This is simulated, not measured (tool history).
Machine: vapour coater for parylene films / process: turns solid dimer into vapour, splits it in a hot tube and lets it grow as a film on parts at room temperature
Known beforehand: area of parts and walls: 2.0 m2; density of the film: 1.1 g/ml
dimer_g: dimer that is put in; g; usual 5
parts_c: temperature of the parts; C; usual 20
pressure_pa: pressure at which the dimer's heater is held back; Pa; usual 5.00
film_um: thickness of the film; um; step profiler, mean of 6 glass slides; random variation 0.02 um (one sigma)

{"run": 1, "hour": 0.0, "dimer_g": 5, "parts_c": 20, "pressure_pa": 5.0, "film_um": 1.61}
{"run": 2, "hour": 12.2, "dimer_g": 5, "parts_c": 20, "pressure_pa": 5.0, "film_um": 1.57}
{"run": 3, "hour": 29.8, "dimer_g": 5, "parts_c": 20, "pressure_pa": 5.0, "film_um": 1.56}
{"run": 4, "hour": 44.1, "dimer_g": 5, "parts_c": 20, "pressure_pa": 5.0, "film_um": 1.6}
{"run": 5, "hour": 57.0, "dimer_g": 5, "parts_c": 12, "pressure_pa": 5.0, "film_um": 2.04}
{"run": 6, "hour": 75.5, "dimer_g": 4, "parts_c": 20, "pressure_pa": 5.0, "film_um": 1.26}
{"run": 7, "hour": 92.7, "dimer_g": 4, "parts_c": 20, "pressure_pa": 5.0, "film_um": 1.22}
{"run": 8, "hour": 114.6, "dimer_g": 5, "parts_c": 20, "pressure_pa": 5.0, "film_um": 1.53}
{"run": 9, "hour": 140.8, "dimer_g": 5, "parts_c": 20, "pressure_pa": 5.0, "film_um": 1.57}
{"run": 10, "hour": 157.7, "dimer_g": 5, "parts_c": 22, "pressure_pa": 5.0, "film_um": 1.44}
{"hour": 166.2, "done": "trap's valve overhauled"}
{"run": 11, "hour": 181.6, "dimer_g": 5, "parts_c": 22, "pressure_pa": 5.0, "film_um": 1.57}
{"run": 12, "hour": 207.0, "dimer_g": 5, "parts_c": 22, "pressure_pa": 5.0, "film_um": 1.56}
{"run": 13, "hour": 227.9, "dimer_g": 5, "parts_c": 22, "pressure_pa": 5.0, "film_um": 1.55}
{"run": 14, "hour": 245.8, "dimer_g": 5, "parts_c": 22, "pressure_pa": 5.0, "film_um": 1.58}
{"run": 15, "hour": 264.1, "dimer_g": 5, "parts_c": 18, "pressure_pa": 5.0, "film_um": 1.83}
{"run": 16, "hour": 289.6, "dimer_g": 5, "parts_c": 18, "pressure_pa": 5.0, "film_um": 1.83}
{"run": 17, "hour": 303.7, "dimer_g": 3, "parts_c": 20, "pressure_pa": 5.0, "film_um": 0.99}
{"run": 18, "hour": 331.2, "dimer_g": 3, "parts_c": 20, "pressure_pa": 5.0, "film_um": 1.0}
{"run": 19, "hour": 351.4, "dimer_g": 5, "parts_c": 20, "pressure_pa": 6.28, "film_um": 1.6}
{"run": 20, "hour": 378.5, "dimer_g": 5, "parts_c": 26, "pressure_pa": 5.0, "film_um": 1.29}
{"run": 21, "hour": 399.1, "dimer_g": 5, "parts_c": 19, "pressure_pa": 5.0, "film_um": 1.73}
{"run": 22, "hour": 410.8, "dimer_g": 5, "parts_c": 20, "pressure_pa": 5.0, "film_um": 1.65}
{"run": 23, "hour": 426.4, "dimer_g": 8, "parts_c": 20, "pressure_pa": 5.0, "film_um": 2.64}
{"run": 24, "hour": 449.5, "dimer_g": 8, "parts_c": 20, "pressure_pa": 5.0, "film_um": 2.62}
{"run": 25, "hour": 468.1, "dimer_g": 4, "parts_c": 20, "pressure_pa": 7.54, "film_um": 1.21}
{"run": 26, "hour": 487.6, "dimer_g": 2, "parts_c": 23, "pressure_pa": 5.55, "film_um": 0.59}
{"run": 27, "hour": 502.9, "dimer_g": 7, "parts_c": 27, "pressure_pa": 5.55, "film_um": 1.64}
{"run": 28, "hour": 529.5, "dimer_g": 7, "parts_c": 27, "pressure_pa": 5.55, "film_um": 1.6}
{"run": 29, "hour": 553.1, "dimer_g": 3, "parts_c": 16, "pressure_pa": 6.89, "film_um": 1.09}
{"run": 30, "hour": 571.6, "dimer_g": 3, "parts_c": 16, "pressure_pa": 6.89, "film_um": 1.08}
{"run": 31, "hour": 586.3, "dimer_g": 3, "parts_c": 27, "pressure_pa": 5.0, "film_um": 0.68}
{"run": 32, "hour": 605.8, "dimer_g": 5, "parts_c": 20, "pressure_pa": 3.43, "film_um": 1.71}
{"run": 33, "hour": 618.6, "dimer_g": 5, "parts_c": 20, "pressure_pa": 3.43, "film_um": 1.73}
{"run": 34, "hour": 647.0, "dimer_g": 4, "parts_c": 20, "pressure_pa": 5.0, "film_um": 1.29}
{"run": 35, "hour": 674.7, "dimer_g": 4, "parts_c": 20, "pressure_pa": 5.0, "film_um": 1.25}
{"run": 36, "hour": 691.1, "dimer_g": 2, "parts_c": 17, "pressure_pa": 4.17, "film_um": 0.77}
{"run": 37, "hour": 708.8, "dimer_g": 2, "parts_c": 17, "pressure_pa": 4.17, "film_um": 0.77}
{"run": 38, "hour": 724.7, "dimer_g": 5, "parts_c": 27, "pressure_pa": 3.51, "film_um": 1.26}
{"run": 39, "hour": 736.6, "dimer_g": 6, "parts_c": 20, "pressure_pa": 5.0, "film_um": 1.88}
{"run": 40, "hour": 754.3, "dimer_g": 6, "parts_c": 20, "pressure_pa": 5.0, "film_um": 1.87}
{"run": 41, "hour": 780.3, "dimer_g": 2, "parts_c": 19, "pressure_pa": 11.35, "film_um": 0.55}
{"run": 42, "hour": 793.0, "dimer_g": 2, "parts_c": 23, "pressure_pa": 9.37, "film_um": 0.48}
{"run": 43, "hour": 817.7, "dimer_g": 2, "parts_c": 23, "pressure_pa": 9.37, "film_um": 0.49}
{"run": 44, "hour": 837.5, "dimer_g": 5, "parts_c": 30, "pressure_pa": 5.0, "film_um": 0.99}
{"run": 45, "hour": 857.8, "dimer_g": 5, "parts_c": 30, "pressure_pa": 11.16, "film_um": 0.82}
{"run": 46, "hour": 878.5, "dimer_g": 5, "parts_c": 30, "pressure_pa": 11.16, "film_um": 0.87}
{"run": 47, "hour": 890.7, "dimer_g": 3, "parts_c": 15, "pressure_pa": 11.16, "film_um": 0.98}
{"run": 48, "hour": 916.1, "dimer_g": 3, "parts_c": 15, "pressure_pa": 11.16, "film_um": 0.97}

Some steps in film_um between neighbouring runs. How much of each would the tool show without its hidden state too (settings, what came in, random variation), and how much is left for the hidden state, with any gauge scatter that isn't in both results?
Unlogged tool condition in this case: vapour lost through the trap's worn valve, %; true temperature of the parts over the reading, C; drift of the gauge itself on film_um, %.
Run 10 -> 11: trap's valve overhauled. film_um +0.13 um: hidden state +0.13, all else +0.00.
Run 24 -> 25: dimer_g 8 -> 4, pressure_pa 5.00 -> 7.54. film_um -1.41 um: hidden state +0.08, all else -1.49.
Run 26 -> 27: dimer_g 2 -> 7, parts_c 23 -> 27. film_um +1.05 um: hidden state -0.08, all else +1.13.
Run 40 -> 41: dimer_g 6 -> 2, parts_c 20 -> 19, pressure_pa 5.00 -> 11.35. film_um -1.32 um: hidden state +0.13, all else -1.45.
